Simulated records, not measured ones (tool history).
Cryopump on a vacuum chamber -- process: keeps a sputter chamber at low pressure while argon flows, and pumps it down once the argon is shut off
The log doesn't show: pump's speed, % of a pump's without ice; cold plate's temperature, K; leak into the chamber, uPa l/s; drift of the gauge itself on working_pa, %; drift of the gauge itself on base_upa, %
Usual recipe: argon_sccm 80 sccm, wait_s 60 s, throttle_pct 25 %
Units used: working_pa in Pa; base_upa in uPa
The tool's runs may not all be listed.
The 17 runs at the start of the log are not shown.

| run | day | argon_sccm | wait_s | throttle_pct | hours of work since the pump was warmed up and emptied | hours of work since the cold head was overhauled | hours of work since the chamber's fittings were tightened | working_pa | base_upa |
|---|---|---|---|---|---|---|---|---|---|
| 18 | 10.683 | 32 | 60 | 25 | 293 | 293 | 2989 | 0.1913 | 3.7 |
| 19 | 11.35 | 32 | 60 | 25 | 301 | 301 | 2996 | 0.1921 | 3.74 |
| 20 | 11.842 | 32 | 60 | 25 | 306 | 306 | 3002 | 0.1931 | 3.73 |
| 21 | 12.333 | 32 | 60 | 25 | 312 | 312 | 3007 | 0.1928 | 3.7 |
| 22 | 13.217 | 32 | 60 | 25 | 322 | 322 | 3017 | 0.1947 | 3.74 |
| 23 | 14.1 | 80 | 60 | 54 | 332 | 332 | 3027 | 0.226 | 3.66 |
| 24 | 14.571 | 136 | 60 | 25 | 337 | 337 | 3032 | 0.8175 | 3.71 |
| 25 | 15.012 | 80 | 220 | 46 | 342 | 342 | 3037 | 0.2651 | 2.77 |
| 26 | 15.642 | 103 | 66 | 53 | 349 | 349 | 3044 | 0.2977 | 3.63 |
| 27 | 16.558 | 103 | 74 | 21 | 359 | 359 | 3054 | 0.7424 | 3.49 |
| 28 | 17.046 | 39 | 132 | 23 | 364 | 364 | 3060 | 0.2554 | 3 |
| 29 | 17.483 | 39 | 105 | 19 | 369 | 369 | 3064 | 0.3094 | 3.18 |
| 30 | 18.429 | 117 | 60 | 25 | 380 | 380 | 3075 | 0.7049 | 3.84 |
| 31 | 19.358 | 117 | 60 | 25 | 390 | 390 | 3085 | 0.7082 | 3.86 |
| 32 | 20.254 | 144 | 30 | 26 | 400 | 400 | 3095 | 0.83 | 5.07 |
| 33 | 20.783 | 80 | 60 | 41 | 406 | 406 | 3101 | 0.2981 | 3.87 |
| 34 | 21.488 | 80 | 60 | 41 | 414 | 414 | 3109 | 0.2997 | 3.8 |

Consider 4 possible next runs. They are alternatives, not a sequence: every one starts from the tool as it was left by run 34. What does each give?
| A | 22.171 | 80 | 60 | 18 | 422 | 422 | 3117 | ? | ? |
| B | 22.171 | 80 | 74 | 25 | 422 | 422 | 3117 | ? | ? |
| C | 22.171 | 80 | 194 | 27 | 422 | 422 | 3117 | ? | ? |
| D | 22.171 | 35 | 193 | 26 | 422 | 422 | 3117 | ? | ? |

| run | working_pa | base_upa |
|---|---|---|
| A | 0.6701 | 4.01 |
| B | 0.4855 | 3.65 |
| C | 0.4469 | 2.89 |
| D | 0.2049 | 2.91 |
Take away the tool's hidden state, keep each run's random variation, and the runs would have read:
| run | working_pa | base_upa |
|---|---|---|
| A | 0.6604 | 1.61 |
| B | 0.4758 | 1.31 |
| C | 0.4372 | 0.61 |
| D | 0.2006 | 0.66 |
